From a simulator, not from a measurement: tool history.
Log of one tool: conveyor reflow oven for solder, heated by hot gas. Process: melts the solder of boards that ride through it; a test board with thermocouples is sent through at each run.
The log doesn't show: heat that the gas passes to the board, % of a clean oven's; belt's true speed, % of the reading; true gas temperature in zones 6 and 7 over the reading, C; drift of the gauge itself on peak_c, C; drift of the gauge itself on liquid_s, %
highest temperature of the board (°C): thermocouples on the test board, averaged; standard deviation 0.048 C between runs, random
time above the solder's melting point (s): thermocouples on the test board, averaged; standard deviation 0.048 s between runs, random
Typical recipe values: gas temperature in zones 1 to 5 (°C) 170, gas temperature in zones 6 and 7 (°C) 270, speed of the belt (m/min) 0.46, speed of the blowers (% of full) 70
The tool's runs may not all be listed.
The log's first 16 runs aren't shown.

| run | hour | gas temperature in zones 1 to 5 (°C) | gas temperature in zones 6 and 7 (°C) | speed of the belt (m/min) | speed of the blowers (% of full) | hours of work since the flux was cleaned out | hours of work since the belt drive was overhauled | hours of work since the thermocouples were changed | highest temperature of the board (°C) | time above the solder's melting point (s) |
|---|---|---|---|---|---|---|---|---|---|---|
| 17 | 161.3 | 170 | 271 | 0.39 | 70 | 170 | 345 | 278 | 262.39 | 103.84 |
| 18 | 174.9 | 176 | 280 | 0.538 | 74 | 179 | 354 | 287 | 263.11 | 75.97 |
| 19 | 187.4 | 170 | 270 | 0.439 | 70 | 187 | 362 | 295 | 258.59 | 88.19 |
| 20 | 199.9 | 174 | 275 | 0.439 | 70 | 196 | 371 | 304 | 263.66 | 93.94 |
| 21 | 207.6 | 174 | 262 | 0.419 | 70 | 201 | 376 | 309 | 252.65 | 89.99 |
| 22 | 220.4 | 159 | 280 | 0.447 | 70 | 209 | 384 | 317 | 265.88 | 87.56 |
| 23 | 231 | 170 | 270 | 0.46 | 75 | 217 | 391 | 324 | 258 | 83.65 |
| 24 | 237.2 | 173 | 270 | 0.385 | 70 | 221 | 396 | 329 | 261.91 | 106.51 |
| 25 | 249.5 | 173 | 270 | 0.385 | 70 | 229 | 404 | 337 | 261.95 | 106.5 |
| 26 | 262.6 | 181 | 270 | 0.385 | 57 | 238 | 413 | 346 | 260.87 | 109.36 |
| 27 | 271.2 | 176 | 270 | 0.46 | 54 | 243 | 418 | 351 | 254.77 | 82.29 |
| 28 | 282.4 | 170 | 267 | 0.46 | 51 | 251 | 426 | 359 | 250.2 | 74.66 |
| 29 | 291.4 | 170 | 267 | 0.46 | 51 | 257 | 432 | 365 | 250.23 | 74.6 |
| 30 | 299.5 | 162 | 281 | 0.46 | 51 | 262 | 437 | 370 | 261.36 | 81.54 |
| 31 | 312.9 | 156 | 271 | 0.46 | 70 | 271 | 446 | 379 | 256.15 | 75.94 |

What if the next run were any one of these 3? Each begins from the tool's condition after run 31:
| A | 327.1 | 170 | 270 | 0.46 | 80 | 281 | 456 | 389 | ? | ? |
| B | 327.1 | 162 | 271 | 0.46 | 70 | 281 | 456 | 389 | ? | ? |
| C | 327.1 | 155 | 271 | 0.474 | 70 | 281 | 456 | 389 | ? | ? |

| run | highest temperature of the board (°C) | time above the solder's melting point (s) |
|---|---|---|
| A | 258.8 | 84.45 |
| B | 256.91 | 79.07 |
| C | 254.99 | 71.97 |
With no hidden state in the tool, these same runs would have given:
| run | highest temperature of the board (°C) | time above the solder's melting point (s) |
|---|---|---|
| A | 259.39 | 84.51 |
| B | 257.53 | 79.24 |
| C | 255.69 | 72.34 |
